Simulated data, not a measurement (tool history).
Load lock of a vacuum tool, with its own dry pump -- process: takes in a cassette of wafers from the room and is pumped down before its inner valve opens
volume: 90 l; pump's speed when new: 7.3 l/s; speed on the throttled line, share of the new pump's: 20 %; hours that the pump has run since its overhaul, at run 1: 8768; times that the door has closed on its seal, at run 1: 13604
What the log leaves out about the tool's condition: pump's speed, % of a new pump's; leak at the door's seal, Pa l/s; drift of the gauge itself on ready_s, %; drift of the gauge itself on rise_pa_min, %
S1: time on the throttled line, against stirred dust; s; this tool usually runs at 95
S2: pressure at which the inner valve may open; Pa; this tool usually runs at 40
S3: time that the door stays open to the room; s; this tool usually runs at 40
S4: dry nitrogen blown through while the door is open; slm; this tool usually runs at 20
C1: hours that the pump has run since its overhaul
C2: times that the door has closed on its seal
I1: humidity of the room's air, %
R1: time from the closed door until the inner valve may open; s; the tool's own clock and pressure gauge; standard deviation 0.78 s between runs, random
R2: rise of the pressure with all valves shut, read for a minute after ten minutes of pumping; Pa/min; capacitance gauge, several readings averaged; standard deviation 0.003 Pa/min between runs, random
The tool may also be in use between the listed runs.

run 1 day=0 | S1=95 S2=40 S3=40 S4=20 | C1=8768 C2=13604 | I1=43.8 | R1=178.8 R2=0.168
run 2 day=9.483 | S1=95 S2=58 S3=40 S4=20 | C1=8995 C2=14296 | I1=41 | R1=173.4 R2=0.176
run 3 day=16.217 | S1=95 S2=34 S3=40 S4=20 | C1=9157 C2=14787 | I1=45.1 | R1=181.1 R2=0.181
run 4 day=22.258 | S1=95 S2=34 S3=40 S4=20 | C1=9302 C2=15228 | I1=46.8 | R1=180.1 R2=0.196
run 5 day=32.333 | S1=95 S2=34 S3=40 S4=20 | C1=9544 C2=15963 | I1=47 | R1=180.2 R2=0.212
run 6 day=38.438 | S1=95 S2=34 S3=40 S4=20 | C1=9690 C2=16409 | I1=39.7 | R1=179.8 R2=0.215
run 7 day=49.283 | S1=95 S2=40 S3=40 S4=5 | C1=9951 C2=17200 | I1=44.1 | R1=177.6 R2=0.238
run 8 day=59 | S1=95 S2=40 S3=203 S4=20 | C1=10184 C2=17909 | I1=47.1 | R1=178.4 R2=0.298
run 9 day=64.308 | S1=95 S2=66 S3=203 S4=20 | C1=10311 C2=18296 | I1=46 | R1=172.2 R2=0.306
run 10 day=71.771 | S1=95 S2=40 S3=52 S4=20 | C1=10490 C2=18841 | I1=46.1 | R1=177.9 R2=0.263
run 11 day=83.133 | S1=95 S2=40 S3=47 S4=20 | C1=10763 C2=19670 | I1=40.5 | R1=179.3 R2=0.274
run 12 day=90.738 | S1=95 S2=40 S3=47 S4=20 | C1=10946 C2=20225 | I1=42 | R1=177.6 R2=0.289
run 13 day=100.804 | S1=95 S2=40 S3=47 S4=20 | C1=11187 C2=20959 | I1=47 | R1=179.5 R2=0.305
run 14 day=110.833 | S1=69 S2=40 S3=40 S4=20 | C1=11428 C2=21691 | I1=43.7 | R1=157.8 R2=0.321
run 15 day=120.529 | S1=69 S2=40 S3=40 S4=20 | C1=11660 C2=22398 | I1=46.7 | R1=157.8 R2=0.334
run 16 day=126.996 | S1=95 S2=40 S3=40 S4=20 | C1=11816 C2=22870 | I1=48.1 | R1=178.4 R2=0.347
run 17 day=137.667 | S1=95 S2=40 S3=40 S4=20 | C1=12072 C2=23649 | I1=45.3 | R1=179.8 R2=0.364
run 18 day=147.504 | S1=95 S2=40 S3=40 S4=20 | C1=12308 C2=24367 | I1=43.7 | R1=180.6 R2=0.391
run 19 day=158.454 | S1=144 S2=40 S3=109 S4=20 | C1=12571 C2=25166 | I1=47.8 | R1=218 R2=0.432
run 20 day=168.021 | S1=144 S2=40 S3=109 S4=20 | C1=12800 C2=25864 | I1=43.4 | R1=218.6 R2=0.438
run 21 day=176.575 | S1=144 S2=40 S3=109 S4=20 | C1=13006 C2=26488 | I1=45.6 | R1=219.8 R2=0.463
run 22 day=182.796 | S1=144 S2=40 S3=109 S4=20 | C1=13155 C2=26942 | I1=47.3 | R1=218.5 R2=0.483
-- day=187.104 door's seal changed, seat wiped
run 23 day=187.612 | S1=144 S2=40 S3=109 S4=20 | C1=13269 C2=37 | I1=41.5 | R1=218.1 R2=0.045
run 24 day=198.033 | S1=108 S2=40 S3=195 S4=20 | C1=13519 C2=797 | I1=46 | R1=189.3 R2=0.074
run 25 day=209.396 | S1=81 S2=56 S3=97 S4=7 | C1=13792 C2=1626 | I1=45.7 | R1=163.2 R2=0.07
run 26 day=220.962 | S1=95 S2=43 S3=40 S4=20 | C1=14069 C2=2470 | I1=47 | R1=178.1 R2=0.038
run 27 day=229.775 | S1=95 S2=43 S3=40 S4=20 | C1=14281 C2=3113 | I1=45 | R1=180 R2=0.037

Estimate the outcome of run 28 from the log above:
run 28 day=236.229 | S1=95 S2=66 S3=44 S4=10 | C1=14436 C2=3584 | I1=45.6 | R1=? R2=?

Run 28 came out at R1 173.5 s, R2 0.051 Pa/min.
Minus the tool's unlogged condition, the same run would have read R1 167.4 s, R2 0.03 Pa/min.
